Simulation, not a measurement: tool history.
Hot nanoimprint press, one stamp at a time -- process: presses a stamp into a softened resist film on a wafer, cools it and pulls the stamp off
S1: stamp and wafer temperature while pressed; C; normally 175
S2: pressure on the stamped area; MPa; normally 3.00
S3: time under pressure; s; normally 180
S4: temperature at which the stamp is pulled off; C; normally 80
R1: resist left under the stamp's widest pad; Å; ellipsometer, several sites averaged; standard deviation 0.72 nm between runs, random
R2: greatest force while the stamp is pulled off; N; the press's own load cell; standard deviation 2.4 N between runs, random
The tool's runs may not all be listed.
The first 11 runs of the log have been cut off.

run,hour,S1,S2,S3,S4,R1,R2
# hour 822.7: plate thermocouple calibrated
12,897.7,165,3.00,180,74,2365,187
# hour 948.1: stamp cleaned and given a new release coat
13,974.4,175,3.00,180,80,1752,112
14,1037.2,175,3.00,180,80,1775,118
15,1119.5,175,3.00,180,80,1786,134
16,1197.3,186,3.00,253,80,1085,139
# hour 1258.4: press's hydraulic seals changed and the load cell set to zero
17,1302.0,166,1.87,180,68,2660,171
18,1364.7,166,1.87,180,68,2642,188
19,1440.6,166,1.80,180,77,2702,179
# hour 1451.5: plate thermocouple calibrated
# hour 1523.6: stamp cleaned and given a new release coat
20,1538.7,166,1.80,180,77,2607,116
21,1620.5,184,2.64,127,77,1585,124
22,1707.1,184,2.64,318,77,1083,137
23,1780.9,170,3.00,180,80,2054,141
24,1834.3,170,3.00,180,80,2052,147
25,1891.9,175,3.66,180,80,1623,154
26,1949.5,183,4.06,180,80,1210,164
27,2042.5,183,4.06,101,69,1535,199
# hour 2079.7: plate thermocouple calibrated
# hour 2092.3: stamp cleaned and given a new release coat
28,2140.8,175,3.00,102,80,2087,116
29,2190.7,175,3.00,102,80,2121,121
30,2254.0,175,1.89,226,76,1934,134

Consider 3 possible next runs. They are alternatives, not a sequence: every one starts from the tool as it was left by run 30. What does each give?
A,2309.6,175,3.74,93,80,?,?
B,2309.6,186,3.00,180,80,?,?
C,2309.6,175,3.00,116,80,?,?

run,R1,R2
A,2029,134
B,1234,142
C,2035,135
With the hidden condition removed and each run's random variation left untouched, the same runs would have given:
run,R1,R2
A,1973,107
B,1197,114
C,1983,108
